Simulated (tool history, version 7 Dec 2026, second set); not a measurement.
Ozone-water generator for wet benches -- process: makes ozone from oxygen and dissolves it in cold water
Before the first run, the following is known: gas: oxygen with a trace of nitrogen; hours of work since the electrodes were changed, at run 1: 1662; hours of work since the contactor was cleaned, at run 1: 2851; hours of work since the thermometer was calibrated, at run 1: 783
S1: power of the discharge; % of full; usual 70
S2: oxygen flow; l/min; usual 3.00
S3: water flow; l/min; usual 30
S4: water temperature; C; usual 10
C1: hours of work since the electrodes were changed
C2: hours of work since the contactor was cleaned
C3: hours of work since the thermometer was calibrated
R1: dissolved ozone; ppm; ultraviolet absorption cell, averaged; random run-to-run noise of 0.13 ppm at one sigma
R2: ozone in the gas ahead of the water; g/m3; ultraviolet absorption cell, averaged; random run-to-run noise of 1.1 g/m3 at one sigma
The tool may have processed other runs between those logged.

run,hour,S1,S2,S3,S4,C1,C2,C3,R1,R2
1,0.0,70,3.00,30,10,1662,2851,783,13.3,193.0
2,24.1,46,3.00,30,10,1685,2873,806,8.9,130.7
3,61.9,46,3.00,30,10,1721,2909,842,8.9,129.8
4,102.8,46,3.00,30,10,1760,2948,881,8.9,130.8
5,124.9,46,3.00,30,10,1781,2970,902,8.9,130.8
6,146.0,46,3.00,30,10,1801,2990,922,8.6,131.2
7,165.2,70,3.00,36,10,1820,3008,940,10.9,190.1
8,185.4,70,3.00,20,10,1839,3027,960,19.0,189.8
9,218.7,70,3.00,21,10,1871,3059,991,18.3,191.8
10,246.5,70,3.00,43,10,1897,3085,1018,9.0,190.3
11,273.2,70,2.46,30,10,1922,3111,1043,12.8,215.0
12,291.8,70,2.46,30,10,1940,3129,1061,12.8,217.1
13,317.6,70,2.46,30,10,1965,3153,1086,12.6,217.6
14,336.2,70,2.46,30,10,1982,3171,1103,12.4,215.0
15,377.4,70,3.00,30,10,2022,3210,1143,13.3,189.8
16,419.9,70,3.00,30,10,2062,3251,1183,13.2,189.5
17,447.6,70,3.00,23,10,2089,3277,1209,16.8,187.6
18,484.0,45,3.56,23,13,2123,3312,1244,11.1,114.4
19,524.2,41,3.00,30,6,2162,3350,1282,7.9,115.9
20,549.2,41,3.00,30,6,2185,3374,1306,8.2,115.5
# hour 579.9: gauge calibrated
21,587.5,41,3.12,30,6,2222,3410,1343,8.3,116.0
22,616.2,81,2.55,30,6,2249,3438,1370,15.1,246.3
23,650.1,51,4.17,29,6,2282,3470,1402,11.0,116.6
24,681.0,73,3.00,25,9,2311,3499,1432,16.3,199.1
25,710.7,81,1.77,25,9,2339,3528,1460,16.4,310.2
26,732.6,81,1.77,25,9,2360,3549,1481,16.5,309.8
27,761.6,70,3.00,39,8,2388,3576,1509,9.9,191.0
28,789.3,53,1.62,22,6,2414,3602,1535,12.5,220.8
29,819.5,53,1.62,22,6,2443,3631,1564,12.7,219.7
30,847.5,59,2.94,37,10,2470,3658,1590,8.9,165.5
31,865.9,88,2.26,34,17,2487,3675,1608,13.0,281.2
32,892.2,47,3.59,46,8,2512,3700,1633,5.9,116.8

A few steps of R2 between consecutive runs. Split each: what settings, incoming material and random variation would produce without the hidden state, and what is left over for the hidden state, along with gauge scatter present in only one of the two compared results (measured, and without hidden state):
Unlogged tool condition in this case: yield of the discharge, % of new electrodes'; contactor's efficiency, % of a clean one's; true water temperature over the reading, C; drift of the gauge itself on ozone_ppm, %; drift of the gauge itself on gas_g_m3, %.
Run 20 -> 21: S2 3.00 -> 3.12, gauge calibrated. R2 +0.5 g/m3: hidden state +3.2, all else -2.7.
Run 21 -> 22: S1 41 -> 81, S2 3.12 -> 2.55. R2 +130.3 g/m3: hidden state -0.4, all else +130.7.
Run 22 -> 23: S1 81 -> 51, S2 2.55 -> 4.17, S3 30 -> 29. R2 -129.7 g/m3: hidden state +0.1, all else -129.8.
Run 30 -> 31: S1 59 -> 88, S2 2.94 -> 2.26, S3 37 -> 34, S4 10 -> 17. R2 +115.7 g/m3: hidden state -1.8, all else +117.5.
Run 31 -> 32: S1 88 -> 47, S2 2.26 -> 3.59, S3 34 -> 46, S4 17 -> 8. R2 -164.4 g/m3: hidden state +2.1, all else -166.5.

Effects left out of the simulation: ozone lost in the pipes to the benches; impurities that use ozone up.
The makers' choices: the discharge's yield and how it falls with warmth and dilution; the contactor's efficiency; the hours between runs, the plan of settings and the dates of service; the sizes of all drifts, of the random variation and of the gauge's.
